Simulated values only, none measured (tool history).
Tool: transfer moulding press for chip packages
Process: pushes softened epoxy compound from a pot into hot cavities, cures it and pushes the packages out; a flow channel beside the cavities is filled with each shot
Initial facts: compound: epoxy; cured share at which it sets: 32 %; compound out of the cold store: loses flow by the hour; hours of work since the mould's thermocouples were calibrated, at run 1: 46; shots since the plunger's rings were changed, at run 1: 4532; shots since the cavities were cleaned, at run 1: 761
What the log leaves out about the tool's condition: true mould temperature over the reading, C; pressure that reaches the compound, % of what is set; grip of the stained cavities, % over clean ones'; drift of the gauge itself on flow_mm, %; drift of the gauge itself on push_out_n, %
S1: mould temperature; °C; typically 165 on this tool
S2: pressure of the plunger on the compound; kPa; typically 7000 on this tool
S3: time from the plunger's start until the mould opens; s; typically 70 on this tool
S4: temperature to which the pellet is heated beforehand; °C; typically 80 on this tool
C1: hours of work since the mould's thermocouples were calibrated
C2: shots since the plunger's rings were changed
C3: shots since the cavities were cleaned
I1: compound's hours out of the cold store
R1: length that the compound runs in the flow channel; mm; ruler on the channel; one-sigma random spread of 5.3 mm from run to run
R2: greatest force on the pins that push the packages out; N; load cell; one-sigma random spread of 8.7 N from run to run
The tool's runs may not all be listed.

run 1 hour=0.0 | S1=165 S2=7000 S3=70 S4=80 | C1=46 C2=4532 C3=761 | I1=18.0 | R1=486 R2=783
-- hour=7.7 plunger's sealing rings changed
run 2 hour=11.2 | S1=165 S2=7000 S3=70 S4=80 | C1=51 C2=50 C3=885 | I1=45.7 | R1=458 R2=748
run 3 hour=18.5 | S1=165 S2=7000 S3=93 S4=80 | C1=55 C2=153 C3=988 | I1=34.5 | R1=487 R2=575
run 4 hour=23.8 | S1=165 S2=7000 S3=93 S4=80 | C1=59 C2=228 C3=1063 | I1=38.1 | R1=471 R2=576
run 5 hour=29.5 | S1=165 S2=7000 S3=93 S4=80 | C1=62 C2=308 C3=1143 | I1=47.8 | R1=440 R2=581
-- hour=33.1 cavities cleaned with cleaning compound and waxed
run 6 hour=36.4 | S1=165 S2=5580 S3=70 S4=80 | C1=66 C2=385 C3=48 | I1=38.8 | R1=421 R2=436
run 7 hour=45.7 | S1=165 S2=5580 S3=109 S4=80 | C1=71 C2=517 C3=180 | I1=43.7 | R1=408 R2=410
run 8 hour=55.1 | S1=170 S2=7000 S3=70 S4=80 | C1=77 C2=650 C3=313 | I1=18.9 | R1=512 R2=518
run 9 hour=64.0 | S1=165 S2=7000 S3=70 S4=80 | C1=83 C2=776 C3=439 | I1=41.9 | R1=457 R2=643
run 10 hour=72.3 | S1=168 S2=6820 S3=102 S4=82 | C1=88 C2=893 C3=556 | I1=20.4 | R1=497 R2=512
run 11 hour=78.8 | S1=159 S2=5700 S3=102 S4=75 | C1=92 C2=985 C3=648 | I1=13.7 | R1=507 R2=571
run 12 hour=82.8 | S1=159 S2=5700 S3=102 S4=75 | C1=94 C2=1042 C3=705 | I1=21.2 | R1=476 R2=557
run 13 hour=88.0 | S1=171 S2=5650 S3=61 S4=80 | C1=97 C2=1115 C3=778 | I1=21.7 | R1=445 R2=758
run 14 hour=92.3 | S1=167 S2=7000 S3=70 S4=72 | C1=100 C2=1176 C3=839 | I1=41.6 | R1=454 R2=690
run 15 hour=98.5 | S1=167 S2=7000 S3=75 S4=86 | C1=104 C2=1263 C3=926 | I1=42.0 | R1=443 R2=601
run 16 hour=106.9 | S1=167 S2=5260 S3=57 S4=86 | C1=109 C2=1383 C3=1046 | I1=46.1 | R1=372 R2=1032
run 17 hour=112.7 | S1=167 S2=5260 S3=57 S4=86 | C1=113 C2=1464 C3=1127 | I1=41.9 | R1=378 R2=1001

Below are 5 alternative next runs, each starting from the tool's condition after run 17. Predict each:
-- hour=117.6 cavities cleaned with cleaning compound and waxed
run A hour=118.8 | S1=163 S2=5260 S3=57 S4=86 | C1=115 C2=1529 C3=17 | I1=29.8 | R1=? R2=?
-- hour=117.6 cavities cleaned with cleaning compound and waxed
run B hour=118.8 | S1=166 S2=5260 S3=57 S4=86 | C1=115 C2=1529 C3=17 | I1=11.9 | R1=? R2=?
-- hour=117.6 cavities cleaned with cleaning compound and waxed
run C hour=118.8 | S1=167 S2=6650 S3=57 S4=71 | C1=115 C2=1529 C3=17 | I1=13.1 | R1=? R2=?
-- hour=117.6 cavities cleaned with cleaning compound and waxed
run D hour=118.8 | S1=157 S2=7380 S3=70 S4=80 | C1=115 C2=1529 C3=17 | I1=40.9 | R1=? R2=?
-- hour=117.6 cavities cleaned with cleaning compound and waxed
run E hour=118.8 | S1=162 S2=7000 S3=70 S4=75 | C1=115 C2=1529 C3=17 | I1=47.0 | R1=? R2=?

run=A R1=424 R2=727
run=B R1=464 R2=636
run=C R1=519 R2=639
run=D R1=472 R2=637
run=E R1=437 R2=444
What these runs would have given with no unlogged condition in the tool:
run=A R1=439 R2=698
run=B R1=480 R2=612
run=C R1=536 R2=615
run=D R1=489 R2=613
run=E R1=452 R2=427
